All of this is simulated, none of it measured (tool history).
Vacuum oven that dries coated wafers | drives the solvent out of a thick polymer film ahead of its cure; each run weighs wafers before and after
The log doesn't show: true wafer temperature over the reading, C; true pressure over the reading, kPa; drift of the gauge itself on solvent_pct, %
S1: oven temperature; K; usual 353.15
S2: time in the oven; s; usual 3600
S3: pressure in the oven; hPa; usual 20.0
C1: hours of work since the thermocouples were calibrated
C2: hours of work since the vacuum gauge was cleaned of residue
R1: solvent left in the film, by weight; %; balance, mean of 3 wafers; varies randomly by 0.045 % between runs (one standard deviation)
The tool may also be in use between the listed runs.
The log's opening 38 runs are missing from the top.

run	hour	S1	S2	S3	C1	C2	R1
39	501.9	347.15	2880	14.4	594	368	5.73
40	512.4	347.15	2880	14.4	600	374	5.76
41	529.4	339.15	2880	14.4	610	384	8.90
42	543.3	339.15	5400	27.2	619	393	10.42
43	560.6	351.15	3240	27.2	629	403	6.64
44	576.6	353.15	3120	17.1	639	413	4.26
45	590.6	353.15	3120	17.1	647	421	4.26
46	600.6	353.15	3600	59.7	653	427	11.74

4 options for the next run, each taken on its own from the tool as it stands now. Forecast them:
A	618.4	365.15	2100	20.0	664	438	?
B	618.4	354.15	5520	12.1	664	438	?
C	618.4	353.15	3960	59.7	664	438	?
D	618.4	346.15	3600	74.0	664	438	?

run	R1
A	2.97
B	2.49
C	11.73
D	18.98
With no hidden state in the tool, these same runs would have given:
run	R1
A	2.99
B	2.39
C	11.97
D	19.34
